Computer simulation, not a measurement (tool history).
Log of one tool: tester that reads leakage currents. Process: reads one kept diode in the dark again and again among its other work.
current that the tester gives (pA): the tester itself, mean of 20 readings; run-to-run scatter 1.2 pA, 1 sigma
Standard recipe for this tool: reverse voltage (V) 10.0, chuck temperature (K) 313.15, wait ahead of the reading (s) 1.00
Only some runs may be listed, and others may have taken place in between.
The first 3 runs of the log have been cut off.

run,hour,reverse voltage (V),chuck temperature (K),wait ahead of the reading (s),hours of work since the probe card was cleaned,hours of work since the tester was calibrated,hours of work since the chuck was calibrated,current that the tester gives (pA)
4,125.3,10.0,313.15,2.57,2061,248,248,410.41
5,171.3,10.0,313.15,2.57,2094,280,280,410.48
6,213.9,10.0,313.15,1.00,2124,311,311,412.59
7,258.8,10.0,313.15,1.00,2156,342,342,409.99
8,303.8,10.0,313.15,1.00,2187,374,374,411.10
9,363.0,10.0,315.15,1.00,2229,416,416,477.52
10,392.9,10.0,315.15,1.00,2251,437,437,477.46
11,445.3,10.0,315.15,1.00,2288,475,475,475.79
12,472.2,10.0,315.15,1.00,2307,494,494,474.78
13,535.1,10.0,315.15,1.00,2351,538,538,477.49
14,575.5,10.0,315.15,1.00,2380,567,567,476.78
15,613.8,10.0,315.15,1.00,2407,594,594,479.46
16,651.6,10.0,315.15,1.00,2434,621,621,479.85
17,695.1,10.0,315.15,1.00,2465,652,652,478.32
18,757.1,10.0,315.15,1.06,2509,695,695,477.96
19,794.3,2.8,315.15,1.06,2535,722,722,270.15

What does the tool deliver on the next run?
20,837.1,2.8,315.15,1.06,2565,752,752,?

For run 20 the tool returned current that the tester gives (pA) 272.28.
The same run, on a tool lacking any hidden state, would have yielded current that the tester gives (pA) 272.17.

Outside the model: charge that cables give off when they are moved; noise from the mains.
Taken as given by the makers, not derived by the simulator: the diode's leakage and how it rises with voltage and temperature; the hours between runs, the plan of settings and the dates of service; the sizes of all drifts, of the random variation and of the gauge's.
